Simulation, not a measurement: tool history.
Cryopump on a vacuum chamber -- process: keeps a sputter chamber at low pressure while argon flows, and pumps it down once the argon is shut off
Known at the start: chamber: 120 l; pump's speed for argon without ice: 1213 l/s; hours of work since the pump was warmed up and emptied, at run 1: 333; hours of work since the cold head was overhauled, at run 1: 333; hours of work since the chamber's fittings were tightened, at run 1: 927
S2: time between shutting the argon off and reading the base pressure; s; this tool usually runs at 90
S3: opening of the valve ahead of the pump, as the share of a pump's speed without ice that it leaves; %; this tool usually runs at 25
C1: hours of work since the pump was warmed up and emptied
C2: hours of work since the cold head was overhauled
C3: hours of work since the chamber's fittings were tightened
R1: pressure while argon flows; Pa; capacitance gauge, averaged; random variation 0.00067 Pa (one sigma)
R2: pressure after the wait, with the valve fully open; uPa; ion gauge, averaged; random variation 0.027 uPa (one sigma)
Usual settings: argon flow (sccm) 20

{"run": 1, "hour": 0.0, "argon flow (sccm)": 20, "S2": 90, "S3": 25, "C1": 333, "C2": 333, "C3": 927, "R1": 0.1148, "R2": 1.98}
{"run": 2, "hour": 17.8, "argon flow (sccm)": 20, "S2": 23, "S3": 25, "C1": 345, "C2": 345, "C3": 940, "R1": 0.1137, "R2": 4.76}
{"run": 3, "hour": 34.8, "argon flow (sccm)": 20, "S2": 23, "S3": 25, "C1": 357, "C2": 357, "C3": 952, "R1": 0.1155, "R2": 4.9}
{"run": 4, "hour": 49.8, "argon flow (sccm)": 20, "S2": 24, "S3": 25, "C1": 368, "C2": 368, "C3": 962, "R1": 0.1136, "R2": 4.64}
{"run": 5, "hour": 66.2, "argon flow (sccm)": 20, "S2": 24, "S3": 25, "C1": 379, "C2": 379, "C3": 974, "R1": 0.1155, "R2": 4.66}
{"run": 6, "hour": 85.1, "argon flow (sccm)": 20, "S2": 24, "S3": 25, "C1": 393, "C2": 393, "C3": 987, "R1": 0.1147, "R2": 4.62}
{"run": 7, "hour": 99.0, "argon flow (sccm)": 20, "S2": 24, "S3": 25, "C1": 402, "C2": 402, "C3": 997, "R1": 0.1162, "R2": 4.72}
{"run": 8, "hour": 109.8, "argon flow (sccm)": 20, "S2": 90, "S3": 25, "C1": 410, "C2": 410, "C3": 1004, "R1": 0.1163, "R2": 2.14}
{"run": 9, "hour": 120.0, "argon flow (sccm)": 20, "S2": 90, "S3": 25, "C1": 417, "C2": 417, "C3": 1012, "R1": 0.1168, "R2": 2.13}
{"run": 10, "hour": 135.5, "argon flow (sccm)": 20, "S2": 90, "S3": 25, "C1": 428, "C2": 428, "C3": 1022, "R1": 0.1159, "R2": 2.07}
{"run": 11, "hour": 145.1, "argon flow (sccm)": 20, "S2": 90, "S3": 25, "C1": 435, "C2": 435, "C3": 1029, "R1": 0.1155, "R2": 2.16}
{"run": 12, "hour": 158.9, "argon flow (sccm)": 20, "S2": 90, "S3": 25, "C1": 444, "C2": 444, "C3": 1039, "R1": 0.1158, "R2": 2.15}
{"run": 13, "hour": 177.5, "argon flow (sccm)": 20, "S2": 90, "S3": 25, "C1": 457, "C2": 457, "C3": 1052, "R1": 0.1155, "R2": 2.14}
{"run": 14, "hour": 186.5, "argon flow (sccm)": 20, "S2": 90, "S3": 25, "C1": 464, "C2": 464, "C3": 1058, "R1": 0.1163, "R2": 2.17}
{"run": 15, "hour": 195.4, "argon flow (sccm)": 20, "S2": 90, "S3": 25, "C1": 470, "C2": 470, "C3": 1064, "R1": 0.1164, "R2": 2.16}
{"run": 16, "hour": 205.2, "argon flow (sccm)": 20, "S2": 90, "S3": 25, "C1": 477, "C2": 477, "C3": 1071, "R1": 0.1157, "R2": 2.19}
{"run": 17, "hour": 219.1, "argon flow (sccm)": 20, "S2": 90, "S3": 25, "C1": 487, "C2": 487, "C3": 1081, "R1": 0.1163, "R2": 2.13}
{"run": 18, "hour": 237.6, "argon flow (sccm)": 18, "S2": 59, "S3": 26, "C1": 500, "C2": 500, "C3": 1094, "R1": 0.1007, "R2": 2.7}
{"run": 19, "hour": 255.9, "argon flow (sccm)": 18, "S2": 59, "S3": 26, "C1": 513, "C2": 513, "C3": 1107, "R1": 0.1011, "R2": 2.73}
{"run": 20, "hour": 266.2, "argon flow (sccm)": 18, "S2": 59, "S3": 26, "C1": 520, "C2": 520, "C3": 1114, "R1": 0.1016, "R2": 2.74}
{"run": 21, "hour": 282.0, "argon flow (sccm)": 20, "S2": 63, "S3": 59, "C1": 531, "C2": 531, "C3": 1125, "R1": 0.0527, "R2": 2.62}
{"run": 22, "hour": 298.0, "argon flow (sccm)": 20, "S2": 63, "S3": 59, "C1": 542, "C2": 542, "C3": 1136, "R1": 0.0534, "R2": 2.62}
{"run": 23, "hour": 306.6, "argon flow (sccm)": 20, "S2": 63, "S3": 59, "C1": 548, "C2": 548, "C3": 1142, "R1": 0.0532, "R2": 2.78}
{"run": 24, "hour": 318.8, "argon flow (sccm)": 20, "S2": 61, "S3": 25, "C1": 557, "C2": 557, "C3": 1151, "R1": 0.1178, "R2": 2.73}
{"run": 25, "hour": 332.9, "argon flow (sccm)": 20, "S2": 61, "S3": 25, "C1": 566, "C2": 566, "C3": 1161, "R1": 0.1187, "R2": 2.69}
{"run": 26, "hour": 341.9, "argon flow (sccm)": 25, "S2": 20, "S3": 40, "C1": 573, "C2": 573, "C3": 1167, "R1": 0.0937, "R2": 5.54}
{"run": 27, "hour": 351.8, "argon flow (sccm)": 25, "S2": 51, "S3": 40, "C1": 580, "C2": 580, "C3": 1174, "R1": 0.0939, "R2": 3.04}
{"run": 28, "hour": 371.4, "argon flow (sccm)": 25, "S2": 51, "S3": 40, "C1": 594, "C2": 594, "C3": 1188, "R1": 0.0946, "R2": 3.06}
{"run": 29, "hour": 384.8, "argon flow (sccm)": 15, "S2": 244, "S3": 57, "C1": 603, "C2": 603, "C3": 1197, "R1": 0.0415, "R2": 1.71}
{"run": 30, "hour": 400.1, "argon flow (sccm)": 37, "S2": 38, "S3": 20, "C1": 614, "C2": 614, "C3": 1208, "R1": 0.2705, "R2": 3.64}
{"run": 31, "hour": 418.8, "argon flow (sccm)": 11, "S2": 162, "S3": 25, "C1": 627, "C2": 627, "C3": 1221, "R1": 0.0643, "R2": 1.97}
{"run": 32, "hour": 433.5, "argon flow (sccm)": 12, "S2": 36, "S3": 57, "C1": 637, "C2": 637, "C3": 1232, "R1": 0.0335, "R2": 3.81}
{"run": 33, "hour": 445.0, "argon flow (sccm)": 23, "S2": 90, "S3": 59, "C1": 645, "C2": 645, "C3": 1240, "R1": 0.0623, "R2": 2.39}
{"run": 34, "hour": 457.7, "argon flow (sccm)": 20, "S2": 112, "S3": 36, "C1": 654, "C2": 654, "C3": 1248, "R1": 0.0852, "R2": 2.17}

For some of the steps in R1 from one run to the next: how much would appear even if the tool had no hidden state, given the settings, what came in and random variation, and how much remains for the hidden state plus any gauge scatter that the measured result and the result without hidden state don't share?
The tool's hidden condition here consists of: pump's speed, % of a pump's without ice; cold plate's temperature, K; leak into the chamber, uPa l/s; drift of the gauge itself on working_pa, %; drift of the gauge itself on base_upa, %.
Run 23 -> 24: S2 63 -> 61, S3 59 -> 25. R1 +0.0646 Pa: hidden state +0.0002, all else +0.0644.
Run 29 -> 30: argon flow (sccm) 15 -> 37, S2 244 -> 38, S3 57 -> 20. R1 +0.229 Pa: hidden state +0.0074, all else +0.2216.
Run 30 -> 31: argon flow (sccm) 37 -> 11, S2 38 -> 162, S3 20 -> 25. R1 -0.2062 Pa: hidden state -0.0086, all else -0.1976.
Run 32 -> 33: argon flow (sccm) 12 -> 23, S2 36 -> 90, S3 57 -> 59. R1 +0.0288 Pa: hidden state +0.0038, all else +0.025.
